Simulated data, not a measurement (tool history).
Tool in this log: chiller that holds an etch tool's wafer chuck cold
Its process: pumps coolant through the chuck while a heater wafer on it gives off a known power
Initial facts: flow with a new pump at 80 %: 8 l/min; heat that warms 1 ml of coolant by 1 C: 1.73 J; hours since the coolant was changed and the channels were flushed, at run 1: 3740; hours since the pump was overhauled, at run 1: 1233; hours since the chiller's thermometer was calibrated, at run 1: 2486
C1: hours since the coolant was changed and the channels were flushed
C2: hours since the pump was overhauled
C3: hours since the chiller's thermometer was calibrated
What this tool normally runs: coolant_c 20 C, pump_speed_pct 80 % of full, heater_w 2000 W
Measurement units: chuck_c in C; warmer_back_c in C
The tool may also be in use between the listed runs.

run 1 day=0.000 | coolant_c=20 pump_speed_pct=80 heater_w=2000 | C1=3740 C2=1233 C3=2486 | chuck_c=40.0 warmer_back_c=8.74
run 2 day=4.700 | coolant_c=20 pump_speed_pct=80 heater_w=2000 | C1=3853 C2=1345 C3=2599 | chuck_c=40.0 warmer_back_c=8.66
-- day=11.946 coolant changed, channels flushed
run 3 day=12.254 | coolant_c=20 pump_speed_pct=80 heater_w=2000 | C1=7 C2=1521 C3=2774 | chuck_c=39.9 warmer_back_c=8.65
run 4 day=18.975 | coolant_c=20 pump_speed_pct=80 heater_w=2000 | C1=169 C2=1682 C3=2936 | chuck_c=40.0 warmer_back_c=8.61
run 5 day=23.283 | coolant_c=20 pump_speed_pct=80 heater_w=2000 | C1=272 C2=1785 C3=3039 | chuck_c=40.0 warmer_back_c=8.54
run 6 day=31.983 | coolant_c=20 pump_speed_pct=80 heater_w=2000 | C1=481 C2=1994 C3=3248 | chuck_c=40.1 warmer_back_c=8.52
run 7 day=38.592 | coolant_c=10 pump_speed_pct=80 heater_w=2000 | C1=639 C2=2153 C3=3406 | chuck_c=30.0 warmer_back_c=8.56
run 8 day=45.721 | coolant_c=20 pump_speed_pct=90 heater_w=2000 | C1=811 C2=2324 C3=3578 | chuck_c=38.4 warmer_back_c=7.45
run 9 day=52.275 | coolant_c=20 pump_speed_pct=90 heater_w=2000 | C1=968 C2=2481 C3=3735 | chuck_c=38.2 warmer_back_c=7.48
run 10 day=60.688 | coolant_c=20 pump_speed_pct=98 heater_w=1372 | C1=1170 C2=2683 C3=3937 | chuck_c=31.6 warmer_back_c=4.69
run 11 day=69.212 | coolant_c=18 pump_speed_pct=65 heater_w=2929 | C1=1374 C2=2888 C3=4141 | chuck_c=52.1 warmer_back_c=15.22
run 12 day=73.467 | coolant_c=24 pump_speed_pct=80 heater_w=2602 | C1=1476 C2=2990 C3=4243 | chuck_c=50.0 warmer_back_c=10.83
run 13 day=79.742 | coolant_c=15 pump_speed_pct=66 heater_w=2282 | C1=1627 C2=3140 C3=4394 | chuck_c=41.4 warmer_back_c=11.59
-- day=80.404 gauge calibrated
run 14 day=86.488 | coolant_c=15 pump_speed_pct=66 heater_w=2282 | C1=1789 C2=3302 C3=4556 | chuck_c=41.4 warmer_back_c=11.85
run 15 day=95.971 | coolant_c=15 pump_speed_pct=97 heater_w=1212 | C1=2017 C2=3530 C3=4784 | chuck_c=25.3 warmer_back_c=4.28

Consider 5 possible next runs. They are alternatives, not a sequence: every one starts from the tool as it was left by run 15. What does each give?
run A day=104.717 | coolant_c=15 pump_speed_pct=97 heater_w=1378 | C1=2227 C2=3740 C3=4994 | chuck_c=? warmer_back_c=?
run B day=104.717 | coolant_c=23 pump_speed_pct=64 heater_w=1058 | C1=2227 C2=3740 C3=4994 | chuck_c=? warmer_back_c=?
run C day=104.717 | coolant_c=17 pump_speed_pct=67 heater_w=1593 | C1=2227 C2=3740 C3=4994 | chuck_c=? warmer_back_c=?
run D day=104.717 | coolant_c=13 pump_speed_pct=74 heater_w=2401 | C1=2227 C2=3740 C3=4994 | chuck_c=? warmer_back_c=?
run E day=104.717 | coolant_c=14 pump_speed_pct=80 heater_w=2000 | C1=2227 C2=3740 C3=4994 | chuck_c=? warmer_back_c=?

run=A chuck_c=26.9 warmer_back_c=4.88
run=B chuck_c=35.5 warmer_back_c=5.58
run=C chuck_c=35.1 warmer_back_c=8.05
run=D chuck_c=38.5 warmer_back_c=11.16
run=E chuck_c=33.9 warmer_back_c=8.59
Had the tool no hidden state, the same runs would have come out as:
run=A chuck_c=26.9 warmer_back_c=4.99
run=B chuck_c=35.5 warmer_back_c=5.69
run=C chuck_c=35.1 warmer_back_c=8.16
run=D chuck_c=38.5 warmer_back_c=11.27
run=E chuck_c=33.8 warmer_back_c=8.70

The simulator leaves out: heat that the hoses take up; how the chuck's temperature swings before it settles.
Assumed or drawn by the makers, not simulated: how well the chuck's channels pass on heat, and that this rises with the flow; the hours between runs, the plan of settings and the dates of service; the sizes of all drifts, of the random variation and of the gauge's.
